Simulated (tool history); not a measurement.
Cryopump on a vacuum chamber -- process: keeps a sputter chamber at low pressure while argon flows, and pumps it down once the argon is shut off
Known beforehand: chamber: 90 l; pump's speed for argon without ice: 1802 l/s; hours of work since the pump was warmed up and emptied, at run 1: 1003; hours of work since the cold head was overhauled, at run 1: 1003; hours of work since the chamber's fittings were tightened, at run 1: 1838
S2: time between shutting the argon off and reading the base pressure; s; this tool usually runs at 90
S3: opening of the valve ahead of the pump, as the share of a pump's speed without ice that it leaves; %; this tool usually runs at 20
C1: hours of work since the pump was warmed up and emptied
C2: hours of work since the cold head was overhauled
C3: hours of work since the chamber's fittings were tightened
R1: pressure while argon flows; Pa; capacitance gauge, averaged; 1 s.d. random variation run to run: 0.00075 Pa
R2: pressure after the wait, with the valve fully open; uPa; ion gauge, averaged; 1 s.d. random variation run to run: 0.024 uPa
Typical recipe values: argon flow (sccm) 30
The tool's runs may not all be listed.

run 1 hour=0 | argon_flow_(sccm)=30 S2=90 S3=20 | C1=1003 C2=1003 C3=1838 | R1=0.1475 R2=1.96
run 2 hour=93.4 | argon_flow_(sccm)=30 S2=90 S3=20 | C1=1043 C2=1043 C3=1878 | R1=0.1479 R2=1.97
run 3 hour=194.1 | argon_flow_(sccm)=30 S2=90 S3=20 | C1=1086 C2=1086 C3=1921 | R1=0.1501 R2=1.95
-- hour=211.1 pump warmed up, emptied and cooled again
run 4 hour=293.2 | argon_flow_(sccm)=30 S2=90 S3=20 | C1=35 C2=1127 C3=1961 | R1=0.1399 R2=1.76
run 5 hour=359.9 | argon_flow_(sccm)=30 S2=90 S3=20 | C1=64 C2=1155 C3=1990 | R1=0.141 R2=1.8
run 6 hour=432.8 | argon_flow_(sccm)=30 S2=90 S3=20 | C1=95 C2=1187 C3=2021 | R1=0.1398 R2=1.81
run 7 hour=495.7 | argon_flow_(sccm)=30 S2=90 S3=20 | C1=122 C2=1213 C3=2048 | R1=0.1413 R2=1.78
run 8 hour=594.7 | argon_flow_(sccm)=30 S2=90 S3=20 | C1=164 C2=1256 C3=2090 | R1=0.1411 R2=1.88
run 9 hour=672 | argon_flow_(sccm)=23 S2=134 S3=24 | C1=197 C2=1289 C3=2123 | R1=0.0905 R2=1.63
run 10 hour=760.6 | argon_flow_(sccm)=50 S2=134 S3=24 | C1=235 C2=1327 C3=2161 | R1=0.1996 R2=1.63
run 11 hour=824.7 | argon_flow_(sccm)=13 S2=71 S3=31 | C1=263 C2=1354 C3=2189 | R1=0.0408 R2=2.11
run 12 hour=900.5 | argon_flow_(sccm)=13 S2=71 S3=31 | C1=295 C2=1387 C3=2221 | R1=0.0403 R2=2.08
run 13 hour=985.4 | argon_flow_(sccm)=30 S2=156 S3=17 | C1=332 C2=1423 C3=2258 | R1=0.1686 R2=1.71

4 options for the next run, each taken on its own from the tool as it stands now. Forecast them:
run A hour=1038.1 | argon_flow_(sccm)=30 S2=51 S3=20 | C1=354 C2=1446 C3=2280 | R1=? R2=?
run B hour=1038.1 | argon_flow_(sccm)=16 S2=129 S3=20 | C1=354 C2=1446 C3=2280 | R1=? R2=?
run C hour=1038.1 | argon_flow_(sccm)=30 S2=156 S3=23 | C1=354 C2=1446 C3=2280 | R1=? R2=?
run D hour=1038.1 | argon_flow_(sccm)=22 S2=31 S3=16 | C1=354 C2=1446 C3=2280 | R1=? R2=?

run=A R1=0.1433 R2=2.55
run=B R1=0.075 R2=1.78
run=C R1=0.1244 R2=1.7
run=D R1=0.1311 R2=3.18
With the hidden condition removed and each run's random variation left untouched, the same runs would have given:
run=A R1=0.1408 R2=1.35
run=B R1=0.0737 R2=0.63
run=C R1=0.1219 R2=0.54
run=D R1=0.1293 R2=2.04

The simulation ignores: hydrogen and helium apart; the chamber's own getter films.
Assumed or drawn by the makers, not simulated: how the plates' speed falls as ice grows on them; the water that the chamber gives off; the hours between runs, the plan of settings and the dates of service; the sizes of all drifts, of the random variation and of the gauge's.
